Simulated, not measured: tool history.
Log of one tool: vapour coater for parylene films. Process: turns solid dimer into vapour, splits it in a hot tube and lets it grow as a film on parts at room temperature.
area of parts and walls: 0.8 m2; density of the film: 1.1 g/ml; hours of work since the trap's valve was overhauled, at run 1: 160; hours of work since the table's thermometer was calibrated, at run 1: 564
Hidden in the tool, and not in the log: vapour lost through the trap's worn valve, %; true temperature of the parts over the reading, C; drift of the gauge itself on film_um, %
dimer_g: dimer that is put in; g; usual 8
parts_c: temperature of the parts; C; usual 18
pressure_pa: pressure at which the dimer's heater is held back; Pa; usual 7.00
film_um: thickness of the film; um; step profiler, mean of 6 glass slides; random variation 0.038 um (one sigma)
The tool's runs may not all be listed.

run	day	dimer_g	parts_c	pressure_pa	hours of work since the trap's valve was overhauled	hours of work since the table's thermometer was calibrated	film_um
1	0.000	8	18	7.00	160	564	3.74
2	1.012	8	18	7.00	180	584	3.75
3	1.567	7	18	7.00	190	594	3.26
4	2.442	7	18	7.00	207	611	3.15
5	3.250	8	18	7.00	223	627	3.66
6	3.933	8	25	7.00	236	640	2.75
# day 5.179: trap's valve overhauled
7	5.179	8	25	7.00	0	660	3.09
# day 5.292: table's thermometer calibrated
8	5.783	8	18	8.99	11	9	4.01
9	6.550	3	19	2.82	25	24	1.55
# day 6.888: table's thermometer calibrated, once more
10	7.354	3	17	4.04	40	9	1.64
11	8.308	4	17	2.15	58	27	2.20
12	9.125	11	12	7.10	74	43	6.87
13	9.608	5	18	9.42	83	52	2.35
14	10.112	6	24	7.00	93	62	2.22
15	10.983	8	18	11.61	109	78	3.68
16	12.017	8	18	11.61	129	98	3.72

Hidden state or all else? Some run-to-run changes of film_um, split into what the settings, what came in and random variation would give without the hidden state, and what is left for the hidden state (with any gauge scatter that isn't in both results):
Run 6 -> 7: trap's valve overhauled. film_um +0.34 um: hidden state +0.33, all else +0.01.
Run 11 -> 12: dimer_g 4 -> 11, parts_c 17 -> 12, pressure_pa 2.15 -> 7.10. film_um +4.67 um: hidden state -0.18, all else +4.85.
